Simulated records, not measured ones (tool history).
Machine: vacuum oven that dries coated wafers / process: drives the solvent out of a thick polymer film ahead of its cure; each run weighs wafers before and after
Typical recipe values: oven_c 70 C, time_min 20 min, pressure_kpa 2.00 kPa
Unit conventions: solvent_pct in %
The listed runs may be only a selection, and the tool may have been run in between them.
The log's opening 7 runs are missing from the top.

run   hour  oven_c  time_min  pressure_kpa  hours of work since the thermocouples were calibrated  hours of work since the vacuum gauge was cleaned of residue  solvent_pct
  8  218.0      70        20          1.27                                                    434                                                          489         3.30
  9  236.5      70        36          1.27                                                    446                                                          501         1.98
 10  270.2      70        36          1.27                                                    469                                                          523         2.05
 11  315.1      70        36          1.27                                                    498                                                          552         2.03
 12  350.4      70        36          1.27                                                    521                                                          575         2.07
 13  380.0      70        36          1.27                                                    540                                                          595         2.07
 14  417.1      70        28          2.00                                                    565                                                          619         3.25
 15  441.7      70        28          2.00                                                    581                                                          635         3.27
 16  484.8      70        28          2.00                                                    609                                                          663         3.28
 17  516.8      70        28          2.00                                                    630                                                          684         3.32
 18  560.1      70        20          2.00                                                    658                                                          713         4.10
 19  591.0      70        20          2.00                                                    679                                                          733         4.12
 20  615.2      70        20          2.00                                                    694                                                          749         4.05
 21  640.2      70        20          2.00                                                    711                                                          765         4.06
     646.3  -- oven's thermocouples calibrated
 22  662.3      70        20          2.07                                                     10                                                          778         4.11
 23  702.8      70        30          2.00                                                     37                                                          805         3.16
 24  743.8      70        30          2.00                                                     64                                                          832         3.09
 25  764.3      70        30          2.00                                                     77                                                          845         3.16
 26  784.9      73        19          3.05                                                     91                                                          858         4.46
 27  815.4      64        15          3.02                                                    111                                                          878         7.58
 28  838.1      78        11          7.20                                                    126                                                          893         7.59
     868.7  -- oven's thermocouples calibrated, once more
 29  870.0      82        17          1.23                                                      1                                                          913         1.79
 30  909.9      82        17          1.23                                                     27                                                          939         1.81

The next listed run, before its measurement:
 31  932.1      73        19          1.65                                                     42                                                          953            ?

solvent_pct: 3.33 %
The same run, on a tool lacking any hidden state, would have yielded solvent_pct 3.02 %.
